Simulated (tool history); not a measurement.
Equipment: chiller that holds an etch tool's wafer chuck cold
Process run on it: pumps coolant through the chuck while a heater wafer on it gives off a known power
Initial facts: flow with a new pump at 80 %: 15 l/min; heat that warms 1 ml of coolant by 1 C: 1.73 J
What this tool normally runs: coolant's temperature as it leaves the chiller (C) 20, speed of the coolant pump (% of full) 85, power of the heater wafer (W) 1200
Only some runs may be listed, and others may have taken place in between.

run,day,coolant's temperature as it leaves the chiller (C),speed of the coolant pump (% of full),power of the heater wafer (W),chuck's temperature once it has settled (C),how much warmer the coolant comes back (C)
1,0.000,20,85,1200,32.5,2.55
2,4.700,20,85,1200,32.5,2.63
3,6.921,20,85,1200,32.3,2.52
4,9.962,13,85,1200,25.6,2.53
5,13.121,13,88,1200,25.3,2.44
6,17.133,13,88,1200,25.2,2.45
7,19.858,13,88,1032,23.3,2.03
8,23.096,20,85,1200,32.7,2.45
9,25.112,20,85,1200,32.4,2.47
10,28.012,26,85,1200,38.4,2.37
11,31.592,26,85,1200,38.6,2.37
12,35.625,26,85,1200,38.5,2.39
13,39.229,20,85,1200,32.3,2.40
14,43.138,20,85,1200,32.5,2.33
15,45.929,20,85,1200,32.4,2.32
16,48.083,20,85,1200,32.4,2.29
17,51.479,20,67,1200,34.9,3.01
18,55.454,12,71,1433,28.9,3.42
# day 56.154: gauge calibrated
19,57.996,20,85,1725,37.9,3.75
20,61.071,14,61,1744,37.0,5.27
21,63.038,14,61,1744,36.8,5.26
22,65.346,14,73,854,23.9,2.14
23,68.712,16,95,704,22.9,1.30
24,73.183,15,98,946,23.9,1.63
25,77.158,12,71,776,21.1,1.87
26,79.962,20,85,704,27.2,1.38
27,82.958,14,76,656,21.4,1.40
28,87.596,10,62,1092,24.1,3.07
29,91.796,10,62,1092,24.2,3.02

Predict each of these 4 candidate next runs independently; none follows another, all start after run 29:
A,96.646,22,92,1710,?,?
B,96.646,17,91,1200,?,?
C,96.646,18,96,1092,?,?
D,96.646,29,83,1763,?,?

run,chuck's temperature once it has settled (C),how much warmer the coolant comes back (C)
A,38.8,3.15
B,28.9,2.12
C,28.5,1.85
D,47.8,3.65
With the hidden condition removed and each run's random variation left untouched, the same runs would have given:
run,chuck's temperature once it has settled (C),how much warmer the coolant comes back (C)
A,38.7,3.42
B,28.8,2.38
C,28.4,2.12
D,47.7,3.91
